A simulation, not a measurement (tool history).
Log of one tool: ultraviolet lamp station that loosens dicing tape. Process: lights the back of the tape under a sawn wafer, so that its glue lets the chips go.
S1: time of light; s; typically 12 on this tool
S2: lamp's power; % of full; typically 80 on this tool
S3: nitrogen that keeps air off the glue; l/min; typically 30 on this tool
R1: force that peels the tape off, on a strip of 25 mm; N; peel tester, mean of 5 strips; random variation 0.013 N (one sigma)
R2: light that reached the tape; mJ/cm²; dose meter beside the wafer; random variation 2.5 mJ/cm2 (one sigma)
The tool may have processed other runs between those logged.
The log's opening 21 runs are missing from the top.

| run | hour | S1 | S2 | S3 | R1 | R2 |
|---|---|---|---|---|---|---|
| 22 | 278.8 | 14 | 80 | 50 | 0.513 | 297 |
| 23 | 288.5 | 12 | 64 | 50 | 0.992 | 203 |
| 24 | 297.6 | 16 | 64 | 50 | 0.616 | 269 |
| 25 | 308.6 | 12 | 80 | 26 | 0.896 | 252 |
| 26 | 320.2 | 12 | 68 | 25 | 1.140 | 216 |
| 27 | 336.3 | 10 | 63 | 30 | 1.560 | 163 |
| 28 | 352.0 | 12 | 80 | 57 | 0.679 | 251 |
| 29 | 362.3 | 14 | 80 | 23 | 0.726 | 288 |
| 30 | 376.5 | 14 | 80 | 23 | 0.751 | 287 |
| 31 | 395.7 | 12 | 80 | 49 | 0.723 | 245 |
| 32 | 410.2 | 12 | 80 | 49 | 0.697 | 244 |
| 33 | 428.1 | 12 | 89 | 24 | 0.799 | 270 |
| 34 | 436.4 | 12 | 64 | 54 | 0.997 | 193 |
| 35 | 454.9 | 12 | 80 | 25 | 0.979 | 247 |
| 36 | 465.8 | 12 | 80 | 16 | 1.149 | 244 |
| 37 | 476.4 | 12 | 80 | 16 | 1.158 | 241 |
| 38 | 489.0 | 12 | 77 | 27 | 0.985 | 227 |
| 39 | 507.6 | 12 | 80 | 58 | 0.744 | 241 |
| 40 | 519.4 | 12 | 80 | 58 | 0.735 | 240 |
| 41 | 533.5 | 10 | 62 | 13 | 2.067 | 156 |
| 42 | 545.1 | 15 | 71 | 16 | 1.020 | 261 |

Forecast each of these 4 alternatives for the next run:
| A | 564.7 | 20 | 71 | 14 | ? | ? |
| B | 564.7 | 10 | 80 | 54 | ? | ? |
| C | 564.7 | 7 | 89 | 14 | ? | ? |
| D | 564.7 | 16 | 71 | 16 | ? | ? |

| run | R1 | R2 |
|---|---|---|
| A | 0.676 | 349 |
| B | 0.994 | 197 |
| C | 2.032 | 155 |
| D | 0.922 | 275 |
Had the tool no hidden state, the same runs would have come out as:
| run | R1 | R2 |
|---|---|---|
| A | 0.435 | 446 |
| B | 0.665 | 251 |
| C | 1.575 | 197 |
| D | 0.609 | 352 |
